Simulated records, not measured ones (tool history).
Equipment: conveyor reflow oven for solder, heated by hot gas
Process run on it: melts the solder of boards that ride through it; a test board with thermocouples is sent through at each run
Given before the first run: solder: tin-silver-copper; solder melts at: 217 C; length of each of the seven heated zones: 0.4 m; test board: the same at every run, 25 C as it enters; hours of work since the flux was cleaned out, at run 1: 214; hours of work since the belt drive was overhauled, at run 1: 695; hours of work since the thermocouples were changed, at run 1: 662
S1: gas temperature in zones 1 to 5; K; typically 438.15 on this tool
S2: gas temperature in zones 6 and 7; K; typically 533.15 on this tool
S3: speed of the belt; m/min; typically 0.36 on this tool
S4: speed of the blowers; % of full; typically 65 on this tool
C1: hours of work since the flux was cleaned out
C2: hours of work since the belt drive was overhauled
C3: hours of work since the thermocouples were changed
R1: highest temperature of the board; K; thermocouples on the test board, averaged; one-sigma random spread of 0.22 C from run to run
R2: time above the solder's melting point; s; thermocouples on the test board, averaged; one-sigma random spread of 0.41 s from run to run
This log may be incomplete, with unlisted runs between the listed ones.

run 1 hour=0 | S1=438.15 S2=533.15 S3=0.36 S4=65 | C1=214 C2=695 C3=662 | R1=515.85 R2=81.6
run 2 hour=14.7 | S1=438.15 S2=533.15 S3=0.36 S4=65 | C1=225 C2=706 C3=673 | R1=515.65 R2=81.7
run 3 hour=31 | S1=438.15 S2=533.15 S3=0.36 S4=65 | C1=238 C2=719 C3=686 | R1=515.15 R2=82
run 4 hour=51.7 | S1=438.15 S2=533.15 S3=0.36 S4=65 | C1=254 C2=735 C3=702 | R1=515.15 R2=82.2
run 5 hour=71.9 | S1=428.15 S2=533.15 S3=0.36 S4=65 | C1=270 C2=750 C3=717 | R1=513.25 R2=72.3
run 6 hour=85.4 | S1=428.15 S2=533.15 S3=0.36 S4=65 | C1=280 C2=761 C3=728 | R1=513.25 R2=72.7
run 7 hour=94.9 | S1=428.15 S2=533.15 S3=0.36 S4=65 | C1=287 C2=768 C3=735 | R1=513.05 R2=72.4
run 8 hour=115.2 | S1=428.15 S2=533.15 S3=0.36 S4=65 | C1=303 C2=784 C3=751 | R1=513.55 R2=71.4
run 9 hour=136.6 | S1=438.15 S2=533.15 S3=0.316 S4=65 | C1=319 C2=800 C3=767 | R1=518.55 R2=101.6
run 10 hour=150.9 | S1=438.15 S2=533.15 S3=0.316 S4=65 | C1=330 C2=811 C3=778 | R1=517.95 R2=100.8
run 11 hour=161.1 | S1=438.15 S2=533.15 S3=0.316 S4=65 | C1=338 C2=819 C3=786 | R1=518.35 R2=100.5
-- hour=188.3 flux residue cleaned out of gas plates and filters
run 12 hour=189 | S1=443.15 S2=533.15 S3=0.36 S4=65 | C1=1 C2=837 C3=804 | R1=517.55 R2=90.8
run 13 hour=206.4 | S1=443.15 S2=533.15 S3=0.36 S4=65 | C1=14 C2=850 C3=817 | R1=517.25 R2=89.7
run 14 hour=220.7 | S1=443.15 S2=533.15 S3=0.36 S4=65 | C1=25 C2=861 C3=828 | R1=517.55 R2=90.3
run 15 hour=232.2 | S1=438.15 S2=533.15 S3=0.36 S4=65 | C1=34 C2=870 C3=837 | R1=516.55 R2=85.8
run 16 hour=247.1 | S1=438.15 S2=533.15 S3=0.363 S4=50 | C1=45 C2=882 C3=849 | R1=511.35 R2=72.1
run 17 hour=269.1 | S1=438.15 S2=533.15 S3=0.363 S4=68 | C1=62 C2=898 C3=866 | R1=516.75 R2=85.3
run 18 hour=288.7 | S1=438.15 S2=533.15 S3=0.363 S4=68 | C1=77 C2=914 C3=881 | R1=516.95 R2=84.7
run 19 hour=299.4 | S1=438.15 S2=533.15 S3=0.363 S4=68 | C1=86 C2=922 C3=889 | R1=516.65 R2=84.4
run 20 hour=320.9 | S1=424.15 S2=529.15 S3=0.363 S4=68 | C1=102 C2=938 C3=906 | R1=510.95 R2=67
run 21 hour=332.3 | S1=424.15 S2=529.15 S3=0.363 S4=68 | C1=111 C2=947 C3=914 | R1=510.55 R2=67
-- hour=345.8 belt drive overhauled, speed set with a stopwatch
run 22 hour=350.6 | S1=438.15 S2=533.15 S3=0.407 S4=65 | C1=122 C2=4 C3=925 | R1=511.35 R2=62.9
run 23 hour=363.7 | S1=438.15 S2=533.15 S3=0.297 S4=65 | C1=132 C2=14 C3=936 | R1=520.05 R2=112.2
run 24 hour=386.4 | S1=432.15 S2=543.15 S3=0.36 S4=65 | C1=150 C2=31 C3=953 | R1=522.75 R2=88.5
run 25 hour=395.6 | S1=432.15 S2=543.15 S3=0.401 S4=65 | C1=157 C2=38 C3=960 | R1=518.75 R2=72.1
run 26 hour=418.3 | S1=432.15 S2=543.15 S3=0.401 S4=65 | C1=174 C2=56 C3=978 | R1=518.55 R2=72.4
-- hour=434.8 thermocouples of zones 6 and 7 changed
run 27 hour=434.8 | S1=432.15 S2=543.15 S3=0.401 S4=65 | C1=186 C2=67 C3=0 | R1=521.15 R2=76.2
run 28 hour=450.7 | S1=432.15 S2=543.15 S3=0.355 S4=74 | C1=198 C2=79 C3=12 | R1=528.15 R2=98
run 29 hour=471.7 | S1=449.15 S2=533.15 S3=0.39 S4=57 | C1=214 C2=96 C3=28 | R1=514.85 R2=76.5
run 30 hour=487.6 | S1=449.15 S2=533.15 S3=0.421 S4=67 | C1=226 C2=108 C3=41 | R1=515.15 R2=71.6

Forecast each of these 5 alternatives for the next run:
run A hour=506.7 | S1=438.15 S2=531.15 S3=0.407 S4=65 | C1=241 C2=123 C3=55 | R1=? R2=?
run B hour=506.7 | S1=429.15 S2=539.15 S3=0.416 S4=67 | C1=241 C2=123 C3=55 | R1=? R2=?
run C hour=506.7 | S1=438.15 S2=533.15 S3=0.36 S4=90 | C1=241 C2=123 C3=55 | R1=? R2=?
run D hour=506.7 | S1=445.15 S2=523.15 S3=0.36 S4=81 | C1=241 C2=123 C3=55 | R1=? R2=?
run E hour=506.7 | S1=449.15 S2=528.15 S3=0.326 S4=67 | C1=241 C2=123 C3=55 | R1=? R2=?

run=A R1=511.45 R2=62.1
run=B R1=515.85 R2=63.8
run=C R1=522.35 R2=94.1
run=D R1=512.65 R2=82.9
run=E R1=517.75 R2=102.8
What these runs would have given with no unlogged condition in the tool:
run=A R1=513.65 R2=66.9
run=B R1=518.55 R2=68.4
run=C R1=524.45 R2=97.9
run=D R1=514.35 R2=87.5
run=E R1=519.25 R2=106.3
